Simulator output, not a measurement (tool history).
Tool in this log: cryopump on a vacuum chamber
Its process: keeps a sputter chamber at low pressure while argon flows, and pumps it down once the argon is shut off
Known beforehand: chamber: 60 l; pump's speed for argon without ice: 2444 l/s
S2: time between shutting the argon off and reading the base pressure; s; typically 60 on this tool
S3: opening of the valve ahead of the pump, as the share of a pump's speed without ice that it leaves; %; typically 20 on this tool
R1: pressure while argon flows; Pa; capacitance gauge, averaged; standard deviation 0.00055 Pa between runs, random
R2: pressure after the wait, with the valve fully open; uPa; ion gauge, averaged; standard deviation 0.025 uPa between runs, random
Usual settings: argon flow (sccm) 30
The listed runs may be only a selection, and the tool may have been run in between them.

Run 1, hour 0: usual settings. Result: R1 0.1057 Pa, R2 1.39 uPa.
Run 2, hour 28: usual settings. Result: R1 0.1051 Pa, R2 1.39 uPa.
Run 3, hour 72.7: usual settings but S3 29 %. Result: R1 0.0739 Pa, R2 1.37 uPa.
Run 4, hour 92.2: usual settings. Result: R1 0.1055 Pa, R2 1.43 uPa.
Run 5, hour 128.8: usual settings. Result: R1 0.1058 Pa, R2 1.43 uPa.
Run 6, hour 162.5: usual settings. Result: R1 0.1048 Pa, R2 1.46 uPa.
Run 7, hour 198.7: usual settings. Result: R1 0.1075 Pa, R2 1.41 uPa.
Run 8, hour 220.2: usual settings but argon flow (sccm) 54. Result: R1 0.1934 Pa, R2 1.46 uPa.
Run 9, hour 239.4: usual settings but argon flow (sccm) 54. Result: R1 0.1943 Pa, R2 1.43 uPa.
At hour 245: leaking fittings of the chamber tightened, without venting.
Run 10, hour 265.6: usual settings but S2 95 s, S3 44 %. Result: R1 0.0502 Pa, R2 0.68 uPa.
Run 11, hour 310.8: usual settings but S2 95 s, S3 44 %. Result: R1 0.0511 Pa, R2 0.71 uPa.
Run 12, hour 344.9: usual settings but S2 95 s, S3 44 %. Result: R1 0.0506 Pa, R2 0.69 uPa.
Run 13, hour 380.4: usual settings but S2 95 s, S3 44 %. Result: R1 0.0522 Pa, R2 0.71 uPa.
Run 14, hour 406.6: usual settings but S2 95 s, S3 44 %. Result: R1 0.052 Pa, R2 0.74 uPa.
Run 15, hour 433.8: usual settings but argon flow (sccm) 35, S2 95 s, S3 44 %. Result: R1 0.0616 Pa, R2 0.75 uPa.
Run 16, hour 481.7: usual settings but argon flow (sccm) 35, S2 22 s, S3 35 %. Result: R1 0.0749 Pa, R2 2.48 uPa.
Run 17, hour 509.3: usual settings but argon flow (sccm) 35, S2 22 s, S3 35 %. Result: R1 0.0746 Pa, R2 2.52 uPa.

Forecast each of these 4 alternatives for the next run:
Run A, hour 529.5: usual settings but argon flow (sccm) 14, S2 59 s, S3 35 %. Result: R1 ?, R2 ?.
Run B, hour 529.5: usual settings but argon flow (sccm) 41, S2 227 s, S3 34 %. Result: R1 ?, R2 ?.
Run C, hour 529.5: usual settings but S2 202 s, S3 35 %. Result: R1 ?, R2 ?.
Run D, hour 529.5: usual settings but argon flow (sccm) 32, S2 178 s, S3 28 %. Result: R1 ?, R2 ?.

run      R1    R2
  A  0.0296  1.08
  B  0.0901  0.41
  C  0.0655  0.43
  D  0.0843  0.49
Take away the tool's hidden state, keep each run's random variation, and the runs would have read:
run      R1    R2
  A  0.0272  1.01
  B  0.0831  0.33
  C  0.0603  0.35
  D  0.0788  0.41
